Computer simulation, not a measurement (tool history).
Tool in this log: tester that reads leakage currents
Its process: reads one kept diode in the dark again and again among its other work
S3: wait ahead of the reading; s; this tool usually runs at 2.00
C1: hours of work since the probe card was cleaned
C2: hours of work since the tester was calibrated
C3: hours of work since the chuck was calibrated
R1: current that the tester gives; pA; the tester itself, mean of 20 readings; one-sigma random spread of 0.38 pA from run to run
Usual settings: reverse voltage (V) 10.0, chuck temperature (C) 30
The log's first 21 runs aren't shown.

{"run": 22, "hour": 2696.8, "reverse voltage (V)": 5.1, "chuck temperature (C)": 33, "S3": 0.93, "C1": 889, "C2": 1230, "C3": 320, "R1": 118.67}
{"run": 23, "hour": 2872.6, "reverse voltage (V)": 10.0, "chuck temperature (C)": 57, "S3": 0.41, "C1": 1026, "C2": 1367, "C3": 457, "R1": 945.65}
{"run": 24, "hour": 3019.4, "reverse voltage (V)": 10.0, "chuck temperature (C)": 28, "S3": 0.41, "C1": 1140, "C2": 1481, "C3": 571, "R1": 113.26}
{"hour": 3192.4, "done": "chuck's temperature calibrated"}
{"run": 25, "hour": 3200.9, "reverse voltage (V)": 1.0, "chuck temperature (C)": 57, "S3": 0.41, "C1": 1280, "C2": 1621, "C3": 7, "R1": 347.6}
{"run": 26, "hour": 3320.4, "reverse voltage (V)": 1.0, "chuck temperature (C)": 57, "S3": 0.41, "C1": 1373, "C2": 1714, "C3": 100, "R1": 346.22}
{"run": 27, "hour": 3444.4, "reverse voltage (V)": 14.6, "chuck temperature (C)": 37, "S3": 0.93, "C1": 1469, "C2": 1810, "C3": 196, "R1": 274.58}
{"run": 28, "hour": 3536.2, "reverse voltage (V)": 14.6, "chuck temperature (C)": 37, "S3": 0.93, "C1": 1541, "C2": 1882, "C3": 268, "R1": 273.81}
{"run": 29, "hour": 3721.4, "reverse voltage (V)": 14.6, "chuck temperature (C)": 37, "S3": 0.93, "C1": 1685, "C2": 2026, "C3": 412, "R1": 274.24}
{"run": 30, "hour": 3846.3, "reverse voltage (V)": 10.0, "chuck temperature (C)": 35, "S3": 0.35, "C1": 1782, "C2": 2123, "C3": 509, "R1": 198.75}
{"run": 31, "hour": 4032.3, "reverse voltage (V)": 10.0, "chuck temperature (C)": 35, "S3": 0.35, "C1": 1927, "C2": 2268, "C3": 654, "R1": 197.71}
{"hour": 4102.6, "done": "chuck's temperature calibrated"}
{"run": 32, "hour": 4199.5, "reverse voltage (V)": 10.0, "chuck temperature (C)": 21, "S3": 0.53, "C1": 2056, "C2": 2397, "C3": 75, "R1": 76.95}
{"run": 33, "hour": 4355.4, "reverse voltage (V)": 10.0, "chuck temperature (C)": 31, "S3": 1.01, "C1": 2177, "C2": 2518, "C3": 197, "R1": 152.13}
{"run": 34, "hour": 4546.3, "reverse voltage (V)": 10.9, "chuck temperature (C)": 42, "S3": 5.44, "C1": 2326, "C2": 2667, "C3": 346, "R1": 345.73}
{"run": 35, "hour": 4716.3, "reverse voltage (V)": 10.9, "chuck temperature (C)": 32, "S3": 0.8, "C1": 2458, "C2": 2799, "C3": 478, "R1": 169.76}
{"hour": 4789.6, "done": "probe card cleaned and baked"}
{"run": 36, "hour": 4880.0, "reverse voltage (V)": 18.4, "chuck temperature (C)": 26, "S3": 2.0, "C1": 70, "C2": 2924, "C3": 603, "R1": 111.93}
{"hour": 5017.4, "done": "chuck's temperature calibrated"}
{"run": 37, "hour": 5017.4, "reverse voltage (V)": 18.4, "chuck temperature (C)": 26, "S3": 2.0, "C1": 176, "C2": 3030, "C3": 0, "R1": 119.38}
{"run": 38, "hour": 5124.2, "reverse voltage (V)": 11.3, "chuck temperature (C)": 34, "S3": 2.0, "C1": 259, "C2": 3113, "C3": 83, "R1": 181.18}

Below are 4 alternative next runs, each starting from the tool's condition after run 38. Predict each:
{"run": "A", "hour": 5236.0, "reverse voltage (V)": 3.5, "chuck temperature (C)": 34, "S3": 2.0, "C1": 346, "C2": 3200, "C3": 170, "R1": "?"}
{"run": "B", "hour": 5236.0, "reverse voltage (V)": 19.1, "chuck temperature (C)": 32, "S3": 5.01, "C1": 346, "C2": 3200, "C3": 170, "R1": "?"}
{"run": "C", "hour": 5236.0, "reverse voltage (V)": 4.2, "chuck temperature (C)": 30, "S3": 9.32, "C1": 346, "C2": 3200, "C3": 170, "R1": "?"}
{"run": "D", "hour": 5236.0, "reverse voltage (V)": 11.3, "chuck temperature (C)": 36, "S3": 1.63, "C1": 346, "C2": 3200, "C3": 170, "R1": "?"}

run=A R1=106.10
run=B R1=194.99
run=C R1=83.47
run=D R1=212.90
The same runs, with their run-to-run variation unchanged, on a tool lacking any hidden condition would have given:
run=A R1=108.03
run=B R1=194.63
run=C R1=84.56
run=D R1=215.38
